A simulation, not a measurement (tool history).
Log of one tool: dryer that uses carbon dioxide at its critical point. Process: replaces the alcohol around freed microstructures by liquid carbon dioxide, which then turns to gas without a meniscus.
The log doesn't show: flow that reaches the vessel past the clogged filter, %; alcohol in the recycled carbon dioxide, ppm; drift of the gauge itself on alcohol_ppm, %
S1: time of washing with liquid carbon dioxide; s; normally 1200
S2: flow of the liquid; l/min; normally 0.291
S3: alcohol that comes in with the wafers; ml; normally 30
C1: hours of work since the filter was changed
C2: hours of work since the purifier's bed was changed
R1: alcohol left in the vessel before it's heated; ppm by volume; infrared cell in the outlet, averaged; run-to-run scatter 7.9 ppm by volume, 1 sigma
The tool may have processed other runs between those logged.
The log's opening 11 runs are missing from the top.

| run | hour | S1 | S2 | S3 | C1 | C2 | R1 |
|---|---|---|---|---|---|---|---|
| 12 | 81.2 | 1200 | 0.291 | 30 | 47 | 301 | 479 |
| 13 | 89.7 | 1200 | 0.291 | 30 | 53 | 307 | 487 |
| 14 | 99.4 | 1200 | 0.291 | 30 | 61 | 315 | 500 |
| 15 | 109.0 | 1200 | 0.291 | 38 | 68 | 322 | 620 |
| 16 | 118.9 | 1200 | 0.291 | 38 | 75 | 330 | 635 |
| 17 | 127.1 | 1200 | 0.291 | 28 | 82 | 336 | 478 |
| 18 | 136.4 | 1200 | 0.291 | 28 | 89 | 343 | 482 |
| 19 | 141.7 | 1200 | 0.291 | 30 | 93 | 347 | 518 |
| 20 | 151.6 | 1200 | 0.291 | 30 | 100 | 354 | 517 |
| 21 | 159.5 | 1200 | 0.291 | 30 | 106 | 360 | 529 |
| 22 | 167.4 | 1200 | 0.291 | 30 | 112 | 366 | 523 |
| 23 | 174.7 | 1200 | 0.291 | 30 | 118 | 372 | 546 |
| 24 | 182.6 | 960 | 0.291 | 78 | 124 | 378 | 2847 |
| 25 | 188.0 | 1500 | 0.291 | 78 | 128 | 382 | 481 |
| 26 | 195.0 | 1500 | 0.291 | 78 | 133 | 387 | 489 |
| 27 | 199.4 | 1440 | 0.491 | 57 | 136 | 391 | 80 |

What does the tool deliver on the next run?
| 28 | 205.2 | 1440 | 0.391 | 90 | 141 | 395 | ? |

R1: 168 ppm by volume
With the hidden condition absent and the run-to-run variation left alone, this run would have shown R1 85 ppm by volume.
